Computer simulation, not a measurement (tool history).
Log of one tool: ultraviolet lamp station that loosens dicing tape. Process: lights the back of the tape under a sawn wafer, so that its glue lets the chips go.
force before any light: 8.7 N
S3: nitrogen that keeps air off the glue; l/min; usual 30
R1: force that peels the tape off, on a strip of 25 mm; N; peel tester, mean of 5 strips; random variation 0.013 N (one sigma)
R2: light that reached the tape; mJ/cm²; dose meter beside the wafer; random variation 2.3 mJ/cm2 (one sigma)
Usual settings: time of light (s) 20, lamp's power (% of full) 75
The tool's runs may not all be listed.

run 1 day=0.000 | time_of_light_(s)=20 lamp's_power_(%_of_full)=75 S3=30 | R1=0.800 R2=181
run 2 day=0.954 | time_of_light_(s)=20 lamp's_power_(%_of_full)=75 S3=30 | R1=0.807 R2=182
run 3 day=1.954 | time_of_light_(s)=20 lamp's_power_(%_of_full)=77 S3=30 | R1=0.798 R2=181
run 4 day=2.733 | time_of_light_(s)=20 lamp's_power_(%_of_full)=72 S3=30 | R1=0.933 R2=166
run 5 day=4.038 | time_of_light_(s)=20 lamp's_power_(%_of_full)=75 S3=30 | R1=0.866 R2=172
run 6 day=5.217 | time_of_light_(s)=20 lamp's_power_(%_of_full)=75 S3=30 | R1=0.915 R2=174
run 7 day=5.950 | time_of_light_(s)=20 lamp's_power_(%_of_full)=75 S3=30 | R1=0.934 R2=168
run 8 day=7.167 | time_of_light_(s)=20 lamp's_power_(%_of_full)=75 S3=30 | R1=0.924 R2=164
run 9 day=8.088 | time_of_light_(s)=20 lamp's_power_(%_of_full)=75 S3=30 | R1=0.917 R2=168
run 10 day=8.875 | time_of_light_(s)=20 lamp's_power_(%_of_full)=75 S3=30 | R1=0.962 R2=163
run 11 day=10.392 | time_of_light_(s)=20 lamp's_power_(%_of_full)=75 S3=30 | R1=1.017 R2=158
run 12 day=11.975 | time_of_light_(s)=20 lamp's_power_(%_of_full)=75 S3=30 | R1=1.039 R2=161
run 13 day=12.954 | time_of_light_(s)=20 lamp's_power_(%_of_full)=75 S3=30 | R1=1.058 R2=156
run 14 day=13.650 | time_of_light_(s)=20 lamp's_power_(%_of_full)=75 S3=56 | R1=0.823 R2=148
run 15 day=14.754 | time_of_light_(s)=16 lamp's_power_(%_of_full)=75 S3=30 | R1=1.744 R2=115
run 16 day=16.254 | time_of_light_(s)=20 lamp's_power_(%_of_full)=75 S3=30 | R1=1.250 R2=146
run 17 day=17.717 | time_of_light_(s)=20 lamp's_power_(%_of_full)=75 S3=30 | R1=1.313 R2=143
run 18 day=18.596 | time_of_light_(s)=20 lamp's_power_(%_of_full)=75 S3=30 | R1=1.272 R2=143
run 19 day=20.158 | time_of_light_(s)=20 lamp's_power_(%_of_full)=75 S3=30 | R1=0.817 R2=177
run 20 day=21.217 | time_of_light_(s)=20 lamp's_power_(%_of_full)=75 S3=30 | R1=0.836 R2=175
run 21 day=22.250 | time_of_light_(s)=27 lamp's_power_(%_of_full)=67 S3=16 | R1=0.885 R2=209
run 22 day=23.633 | time_of_light_(s)=27 lamp's_power_(%_of_full)=67 S3=16 | R1=0.919 R2=201
run 23 day=24.871 | time_of_light_(s)=27 lamp's_power_(%_of_full)=67 S3=16 | R1=0.936 R2=205
run 24 day=25.962 | time_of_light_(s)=27 lamp's_power_(%_of_full)=67 S3=16 | R1=0.985 R2=201
run 25 day=27.488 | time_of_light_(s)=37 lamp's_power_(%_of_full)=76 S3=41 | R1=0.244 R2=305
run 26 day=28.379 | time_of_light_(s)=13 lamp's_power_(%_of_full)=75 S3=30 | R1=1.917 R2=105
run 27 day=29.512 | time_of_light_(s)=21 lamp's_power_(%_of_full)=62 S3=38 | R1=1.174 R2=139
run 28 day=30.754 | time_of_light_(s)=20 lamp's_power_(%_of_full)=75 S3=31 | R1=1.011 R2=158
run 29 day=31.925 | time_of_light_(s)=20 lamp's_power_(%_of_full)=75 S3=31 | R1=1.031 R2=157
run 30 day=33.362 | time_of_light_(s)=20 lamp's_power_(%_of_full)=68 S3=12 | R1=2.143 R2=139
run 31 day=34.938 | time_of_light_(s)=39 lamp's_power_(%_of_full)=60 S3=54 | R1=0.319 R2=233
run 32 day=36.504 | time_of_light_(s)=39 lamp's_power_(%_of_full)=60 S3=54 | R1=0.335 R2=230
run 33 day=37.850 | time_of_light_(s)=16 lamp's_power_(%_of_full)=75 S3=11 | R1=2.803 R2=119
run 34 day=38.725 | time_of_light_(s)=16 lamp's_power_(%_of_full)=75 S3=11 | R1=2.291 R2=128
run 35 day=40.100 | time_of_light_(s)=29 lamp's_power_(%_of_full)=75 S3=35 | R1=0.402 R2=241
run 36 day=40.871 | time_of_light_(s)=29 lamp's_power_(%_of_full)=75 S3=35 | R1=0.412 R2=235
run 37 day=41.950 | time_of_light_(s)=11 lamp's_power_(%_of_full)=72 S3=12 | R1=3.693 R2=81

Taken out of this log: 3 entries between the listed runs. Where each belongs, and how the hidden state differs across it:
Between runs 13 and 14: window cleaned of glue's vapour (day 13.650)
  lamp's light, % of a new lamp's: 87.4 -> 87.2; light that the window lets through, % of a clean one's: 86.9 -> 81.9
  measured less the result without the state, R1: +0.450 -> +0.421 N; R2: -50 -> -59 mJ/cm²
Between runs 18 and 19: window cleaned of glue's vapour, once more (day 19.592)
  lamp's light, % of a new lamp's: 86 -> 85.6; light that the window lets through, % of a clean one's: 78.4 -> 99.6
  measured less the result without the state, R1: +0.691 -> +0.234 N; R2: -68 -> -31 mJ/cm²
Between runs 33 and 34: window cleaned of glue's vapour (day 38.629)
  lamp's light, % of a new lamp's: 81.3 -> 81.1; light that the window lets through, % of a clean one's: 87.2 -> 99.1
  measured less the result without the state, R1: +1.026 -> +0.605 N; R2: -48 -> -33 mJ/cm²

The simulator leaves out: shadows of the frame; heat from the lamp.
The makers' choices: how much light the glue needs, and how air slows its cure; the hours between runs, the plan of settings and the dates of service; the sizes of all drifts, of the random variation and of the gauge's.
